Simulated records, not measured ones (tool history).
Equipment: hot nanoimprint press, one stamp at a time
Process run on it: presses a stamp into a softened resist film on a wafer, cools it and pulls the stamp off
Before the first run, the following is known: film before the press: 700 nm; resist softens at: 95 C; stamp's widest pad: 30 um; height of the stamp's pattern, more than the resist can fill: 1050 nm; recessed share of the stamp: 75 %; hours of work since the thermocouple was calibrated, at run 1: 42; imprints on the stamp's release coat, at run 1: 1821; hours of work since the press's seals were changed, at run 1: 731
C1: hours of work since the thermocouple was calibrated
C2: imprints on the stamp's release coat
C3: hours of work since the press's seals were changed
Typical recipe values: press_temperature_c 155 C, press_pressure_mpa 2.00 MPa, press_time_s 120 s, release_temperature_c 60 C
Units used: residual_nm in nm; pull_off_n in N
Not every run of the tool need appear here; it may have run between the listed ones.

{"run": 1, "day": 0.0, "press_temperature_c": 155, "press_pressure_mpa": 2.0, "press_time_s": 120, "release_temperature_c": 60, "C1": 42, "C2": 1821, "C3": 731, "residual_nm": 381.0, "pull_off_n": 186}
{"run": 2, "day": 0.721, "press_temperature_c": 153, "press_pressure_mpa": 2.0, "press_time_s": 120, "release_temperature_c": 60, "C1": 56, "C2": 1875, "C3": 745, "residual_nm": 410.0, "pull_off_n": 189}
{"run": 3, "day": 1.771, "press_temperature_c": 155, "press_pressure_mpa": 2.0, "press_time_s": 104, "release_temperature_c": 60, "C1": 75, "C2": 1952, "C3": 764, "residual_nm": 398.6, "pull_off_n": 192}
{"run": 4, "day": 2.467, "press_temperature_c": 155, "press_pressure_mpa": 2.0, "press_time_s": 104, "release_temperature_c": 60, "C1": 88, "C2": 2004, "C3": 777, "residual_nm": 403.9, "pull_off_n": 187}
{"day": 4.0, "done": "stamp cleaned and given a new release coat"}
{"run": 5, "day": 4.0, "press_temperature_c": 155, "press_pressure_mpa": 2.0, "press_time_s": 120, "release_temperature_c": 62, "C1": 112, "C2": 0, "C3": 801, "residual_nm": 387.9, "pull_off_n": 138}
{"day": 4.2, "done": "plate thermocouple calibrated"}
{"run": 6, "day": 5.375, "press_temperature_c": 155, "press_pressure_mpa": 2.0, "press_time_s": 120, "release_temperature_c": 62, "C1": 22, "C2": 92, "C3": 825, "residual_nm": 393.0, "pull_off_n": 147}
{"day": 6.875, "done": "press's hydraulic seals changed and the load cell set to zero"}
{"run": 7, "day": 6.875, "press_temperature_c": 155, "press_pressure_mpa": 2.0, "press_time_s": 120, "release_temperature_c": 62, "C1": 44, "C2": 178, "C3": 0, "residual_nm": 380.3, "pull_off_n": 149}
{"day": 7.492, "done": "plate thermocouple calibrated, once more"}
{"run": 8, "day": 7.875, "press_temperature_c": 155, "press_pressure_mpa": 2.0, "press_time_s": 120, "release_temperature_c": 62, "C1": 7, "C2": 243, "C3": 16, "residual_nm": 372.6, "pull_off_n": 148}
{"run": 9, "day": 8.783, "press_temperature_c": 154, "press_pressure_mpa": 2.0, "press_time_s": 88, "release_temperature_c": 60, "C1": 24, "C2": 310, "C3": 33, "residual_nm": 422.9, "pull_off_n": 150}
{"run": 10, "day": 9.925, "press_temperature_c": 154, "press_pressure_mpa": 2.0, "press_time_s": 124, "release_temperature_c": 58, "C1": 45, "C2": 394, "C3": 55, "residual_nm": 385.9, "pull_off_n": 154}
{"run": 11, "day": 10.946, "press_temperature_c": 154, "press_pressure_mpa": 2.0, "press_time_s": 124, "release_temperature_c": 58, "C1": 65, "C2": 470, "C3": 74, "residual_nm": 386.9, "pull_off_n": 159}
{"run": 12, "day": 12.054, "press_temperature_c": 154, "press_pressure_mpa": 1.9, "press_time_s": 97, "release_temperature_c": 66, "C1": 85, "C2": 551, "C3": 94, "residual_nm": 427.0, "pull_off_n": 151}
{"run": 13, "day": 13.05, "press_temperature_c": 156, "press_pressure_mpa": 1.27, "press_time_s": 120, "release_temperature_c": 60, "C1": 104, "C2": 625, "C3": 113, "residual_nm": 448.3, "pull_off_n": 162}
{"run": 14, "day": 13.854, "press_temperature_c": 155, "press_pressure_mpa": 2.37, "press_time_s": 120, "release_temperature_c": 64, "C1": 119, "C2": 684, "C3": 128, "residual_nm": 352.7, "pull_off_n": 154}
{"run": 15, "day": 15.171, "press_temperature_c": 145, "press_pressure_mpa": 1.6, "press_time_s": 144, "release_temperature_c": 61, "C1": 144, "C2": 782, "C3": 153, "residual_nm": 550.1, "pull_off_n": 157}

Alternative continuations, all from the tool just after run 15; predict every row:
{"run": "A", "day": 16.25, "press_temperature_c": 158, "press_pressure_mpa": 1.44, "press_time_s": 61, "release_temperature_c": 61, "C1": 164, "C2": 861, "C3": 173, "residual_nm": "?", "pull_off_n": "?"}
{"run": "B", "day": 16.25, "press_temperature_c": 145, "press_pressure_mpa": 1.6, "press_time_s": 127, "release_temperature_c": 61, "C1": 164, "C2": 861, "C3": 173, "residual_nm": "?", "pull_off_n": "?"}
{"run": "C", "day": 16.25, "press_temperature_c": 155, "press_pressure_mpa": 2.0, "press_time_s": 120, "release_temperature_c": 48, "C1": 164, "C2": 861, "C3": 173, "residual_nm": "?", "pull_off_n": "?"}

run=A residual_nm=485.0 pull_off_n=163
run=B residual_nm=561.4 pull_off_n=163
run=C residual_nm=387.3 pull_off_n=181
What these runs would have given with no unlogged condition in the tool:
run=A residual_nm=472.1 pull_off_n=143
run=B residual_nm=548.6 pull_off_n=144
run=C residual_nm=373.0 pull_off_n=159
